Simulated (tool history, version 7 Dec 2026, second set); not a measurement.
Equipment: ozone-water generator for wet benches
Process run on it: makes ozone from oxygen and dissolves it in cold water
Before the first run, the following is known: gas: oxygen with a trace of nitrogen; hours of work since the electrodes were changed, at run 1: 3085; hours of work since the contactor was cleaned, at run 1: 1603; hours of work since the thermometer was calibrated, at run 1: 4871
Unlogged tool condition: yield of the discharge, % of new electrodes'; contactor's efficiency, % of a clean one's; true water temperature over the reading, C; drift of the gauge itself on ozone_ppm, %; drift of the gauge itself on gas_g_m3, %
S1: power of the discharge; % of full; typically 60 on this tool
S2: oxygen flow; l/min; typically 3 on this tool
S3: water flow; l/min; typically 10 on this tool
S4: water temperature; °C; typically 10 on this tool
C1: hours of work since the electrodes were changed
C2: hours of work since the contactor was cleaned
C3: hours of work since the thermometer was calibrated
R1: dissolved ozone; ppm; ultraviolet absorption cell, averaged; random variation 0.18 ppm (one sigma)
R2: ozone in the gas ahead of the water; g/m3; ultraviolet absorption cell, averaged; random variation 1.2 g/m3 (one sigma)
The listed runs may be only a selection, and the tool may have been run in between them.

Run 1, hour 0: usual settings; C1 3085; C2 1603; C3 4871. Result: R1 21.3 ppm, R2 188.7 g/m3.
Run 2, hour 72.6: usual settings; C1 3156; C2 1674; C3 4942. Result: R1 21.2 ppm, R2 185.8 g/m3.
Run 3, hour 139.4: usual settings but S3 7 l/min; C1 3221; C2 1739; C3 5007. Result: R1 28.8 ppm, R2 187.6 g/m3.
Run 4, hour 232.1: usual settings; C1 3312; C2 1830; C3 5098. Result: R1 21.2 ppm, R2 186.6 g/m3.
Run 5, hour 318.7: usual settings; C1 3396; C2 1914; C3 5182. Result: R1 21 ppm, R2 184.9 g/m3.
Run 6, hour 448.9: usual settings but S4 7 °C; C1 3523; C2 2041; C3 5309. Result: R1 21.7 ppm, R2 185.1 g/m3.
Run 7, hour 597.8: usual settings but S4 7 °C; C1 3668; C2 2186; C3 5454. Result: R1 21.1 ppm, R2 183.7 g/m3.
Run 8, hour 744.5: usual settings but S3 6 l/min; C1 3811; C2 2329; C3 5597. Result: R1 31.8 ppm, R2 183 g/m3.
Run 9, hour 879.5: usual settings but S3 12 l/min; C1 3943; C2 2461; C3 5729. Result: R1 17.4 ppm, R2 180.5 g/m3.
Run 10, hour 977.4: usual settings but S3 12 l/min; C1 4039; C2 2556; C3 5825. Result: R1 17.1 ppm, R2 180.9 g/m3.
At hour 999.8: water thermometer calibrated.
Run 11, hour 1111.6: usual settings but S1 55 % of full; C1 4169; C2 2687; C3 109. Result: R1 19.3 ppm, R2 168.8 g/m3.
Run 12, hour 1206.4: usual settings but S1 55 % of full; C1 4261; C2 2779; C3 202. Result: R1 19.2 ppm, R2 168.6 g/m3.
Run 13, hour 1353.9: usual settings but S1 55 % of full; C1 4405; C2 2923; C3 345. Result: R1 19.1 ppm, R2 168.6 g/m3.
Run 14, hour 1498.7: usual settings but S1 55 % of full; C1 4547; C2 3064; C3 487. Result: R1 19.1 ppm, R2 166.7 g/m3.
Run 15, hour 1627.7: usual settings but S3 8 l/min; C1 4672; C2 3190; C3 613. Result: R1 24.8 ppm, R2 174.5 g/m3.
Run 16, hour 1761.2: usual settings but S3 8 l/min; C1 4803; C2 3321; C3 743. Result: R1 24.4 ppm, R2 174.6 g/m3.
At hour 1779.3: contactor cleaned.
Run 17, hour 1886.6: usual settings but S1 47 % of full; C1 4921; C2 105; C3 861. Result: R1 16.6 ppm, R2 149.1 g/m3.
Run 18, hour 1973.2: usual settings but S1 76 % of full, S2 3.85 l/min, S4 9 °C; C1 5005; C2 189; C3 946. Result: R1 23.5 ppm, R2 179.4 g/m3.
Run 19, hour 2123.1: usual settings but S1 96 % of full, S4 8 °C; C1 5152; C2 335; C3 1092. Result: R1 26.2 ppm, R2 230.4 g/m3.
Run 20, hour 2235.5: usual settings but S1 90 % of full, S2 2.36 l/min, S3 13 l/min, S4 15 °C; C1 5261; C2 445; C3 1201. Result: R1 16.9 ppm, R2 242.7 g/m3.
Run 21, hour 2381.4: usual settings but S2 3.46 l/min, S4 13 °C; C1 5404; C2 587; C3 1344. Result: R1 18 ppm, R2 160 g/m3.
At hour 2428.6: contactor cleaned, once more.
Run 22, hour 2498.4: usual settings but S2 3.46 l/min, S4 13 °C; C1 5514; C2 68; C3 1454. Result: R1 18.9 ppm, R2 159.3 g/m3.
Run 23, hour 2640: usual settings but S2 3.46 l/min, S4 13 °C; C1 5652; C2 206; C3 1592. Result: R1 18.9 ppm, R2 159.2 g/m3.
Run 24, hour 2772: usual settings but S3 9 l/min, S4 8 °C; C1 5781; C2 335; C3 1721. Result: R1 21.7 ppm, R2 163.9 g/m3.
Run 25, hour 2925.7: usual settings but S2 2.1 l/min, S3 7 l/min, S4 12 °C; C1 5931; C2 485; C3 1871. Result: R1 24.6 ppm, R2 192.9 g/m3.
Run 26, hour 3002.6: usual settings but S1 44 % of full, S2 2.1 l/min, S3 7 l/min, S4 12 °C; C1 6006; C2 560; C3 1946. Result: R1 20.3 ppm, R2 161.7 g/m3.
Run 27, hour 3082.4: usual settings but S1 42 % of full, S2 2.95 l/min, S3 14 l/min, S4 9 °C; C1 6084; C2 638; C3 2024. Result: R1 11 ppm, R2 133.2 g/m3.
Run 28, hour 3146.5: usual settings but S1 42 % of full, S2 2.95 l/min, S3 14 l/min, S4 9 °C; C1 6146; C2 700; C3 2086. Result: R1 10.8 ppm, R2 133.5 g/m3.
Run 29, hour 3282.5: usual settings but S1 42 % of full, S2 2.95 l/min, S3 14 l/min, S4 9 °C; C1 6279; C2 833; C3 2219. Result: R1 11 ppm, R2 133.6 g/m3.
Run 30, hour 3375.6: usual settings but S2 1.57 l/min, S3 13 l/min, S4 14 °C; C1 6370; C2 924; C3 2310. Result: R1 11.6 ppm, R2 214.3 g/m3.
Run 31, hour 3513.4: usual settings but S2 1.57 l/min, S3 13 l/min, S4 14 °C; C1 6504; C2 1058; C3 2444. Result: R1 11.6 ppm, R2 214.9 g/m3.
Run 32, hour 3658.1: usual settings but S1 47 % of full, S2 1.73 l/min; C1 6645; C2 1199; C3 2585. Result: R1 14.5 ppm, R2 175.5 g/m3.
Run 33, hour 3795.9: usual settings but S1 47 % of full, S2 1.73 l/min; C1 6780; C2 1334; C3 2720. Result: R1 14.2 ppm, R2 173.3 g/m3.

How the hidden state differs across the entries between the runs, from the last listed run before each to the first after it:
From run 10 to run 11: water thermometer calibrated (hour 999.8)
  yield of the discharge, % of new electrodes': 84.9 -> 84.4; contactor's efficiency, % of a clean one's: 96.3 -> 96.1; true water temperature over the reading, C: 0.78 -> -0.05
  difference, measured minus the result without the unlogged condition, R1: -3.3 -> -3.4 ppm; R2: -28.2 -> -25.4 g/m3
From run 16 to run 17: contactor cleaned (hour 1779.3)
  yield of the discharge, % of new electrodes': 81.9 -> 81.4; contactor's efficiency, % of a clean one's: 95.3 -> 92.3; true water temperature over the reading, C: 0.03 -> 0.05
  difference, measured minus the result without the unlogged condition, R1: -5.5 -> -3.6 ppm; R2: -34 -> -23.9 g/m3
From run 21 to run 22: contactor cleaned, once more (hour 2428.6)
  yield of the discharge, % of new electrodes': 79.5 -> 79; contactor's efficiency, % of a clean one's: 91.7 -> 99.7; true water temperature over the reading, C: 0.11 -> 0.12
  difference, measured minus the result without the unlogged condition, R1: -5.3 -> -4.4 ppm; R2: -36.4 -> -37.2 g/m3

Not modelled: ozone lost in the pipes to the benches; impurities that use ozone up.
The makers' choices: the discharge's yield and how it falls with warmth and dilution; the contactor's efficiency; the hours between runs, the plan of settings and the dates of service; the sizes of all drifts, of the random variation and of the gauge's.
